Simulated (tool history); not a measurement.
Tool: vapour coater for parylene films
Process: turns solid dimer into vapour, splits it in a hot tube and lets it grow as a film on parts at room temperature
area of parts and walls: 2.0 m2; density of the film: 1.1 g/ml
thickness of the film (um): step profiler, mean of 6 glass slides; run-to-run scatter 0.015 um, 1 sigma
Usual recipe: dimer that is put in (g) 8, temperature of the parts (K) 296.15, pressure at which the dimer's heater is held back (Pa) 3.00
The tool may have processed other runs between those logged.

run     day  dimer that is put in (g)  temperature of the parts (K)  pressure at which the dimer's heater is held back (Pa)  thickness of the film (um)
  1   0.000                         8                        296.15                                                    3.00                        2.41
  2   1.038                         8                        296.15                                                    3.00                        2.40
  3   1.888                         8                        296.15                                                    3.00                        2.37
  4   3.175                         8                        296.15                                                    3.00                        2.37
  5   3.808                         5                        296.15                                                    3.00                        1.48
  6   4.575                         8                        296.15                                                    3.00                        2.38
  7   5.125                         8                        296.15                                                    3.00                        2.37
  8   6.408                         8                        296.15                                                    3.00                        2.39
  9   7.025                         8                        296.15                                                    3.00                        2.36
 10   8.050                         8                        296.15                                                    3.00                        2.37
 11   9.179                         8                        296.15                                                    3.00                        2.34
 12  10.308                         8                        296.15                                                    3.00                        2.33
 13  11.371                         8                        296.15                                                    3.00                        2.31
 14  12.604                         8                        296.15                                                    3.00                        2.33
 15  13.462                         8                        296.15                                                    3.47                        2.29
 16  14.246                         8                        296.15                                                    3.47                        2.25
 17  14.838                         8                        296.15                                                    3.47                        2.28
 18  16.096                         8                        296.15                                                    7.28                        2.04
 19  17.283                         8                        296.15                                                    7.28                        2.07
 20  17.858                         8                        296.15                                                    3.17                        2.27
 21  19.038                         8                        307.15                                                    3.17                        1.49
 22  19.688                         8                        307.15                                                    2.87                        1.53
 23  20.975                         8                        296.15                                                    3.00                        2.29
     22.238  -- trap's valve overhauled
 24  22.371                         8                        296.15                                                    3.00                        2.36
 25  23.438                         6                        297.15                                                    9.08                        1.45
 26  24.008                         3                        306.15                                                    2.72                        0.62
 27  24.629                         3                        293.15                                                    2.83                        0.99
 28  25.958                         3                        293.15                                                    2.83                        1.00
 29  27.262                         8                        305.15                                                    3.00                        1.68
 30  27.846                         8                        305.15                                                    3.00                        1.69
 31  28.996                         8                        302.15                                                    7.07                        1.64
 32  29.825                        10                        299.15                                                    9.49                        2.20
 33  31.125                         8                        308.15                                                    4.91                        1.39
 34  32.221                        14                        307.15                                                    3.00                        2.68
 35  32.862                         3                        294.15                                                    6.57                        0.85
 36  33.875                         3                        294.15                                                    6.57                        0.82
 37  34.479                         5                        292.15                                                    9.37                        1.43
 38  35.133                         5                        292.15                                                    9.37                        1.43
 39  35.825                         9                        302.15                                                    3.00                        2.06
 40  36.367                         8                        299.15                                                    3.00                        2.07
 41  37.154                        13                        307.15                                                    6.50                        2.19
 42  37.946                        12                        296.15                                                    3.00                        3.41
 43  39.058                        12                        296.15                                                    8.67                        2.93
     39.654  -- table's thermometer calibrated
 44  40.396                         8                        296.15                                                    5.01                        2.22
 45  41.704                         4                        297.15                                                    3.58                        1.10
 46  42.392                         3                        292.15                                                   11.29                        0.85

Forecast each of these 4 alternatives for the next run:
  A  42.938                        12                        307.15                                                    4.87                           ?
  B  42.938                        11                        288.15                                                   11.29                           ?
  C  42.938                         7                        292.15                                                    2.40                           ?
  D  42.938                         3                        292.15                                                    8.56                           ?

run  thickness of the film (um)
  A                        2.21
  B                        3.64
  C                        2.45
  D                        0.88
With no hidden state in the tool, these same runs would have given:
run  thickness of the film (um)
  A                        2.30
  B                        3.79
  C                        2.56
  D                        0.92
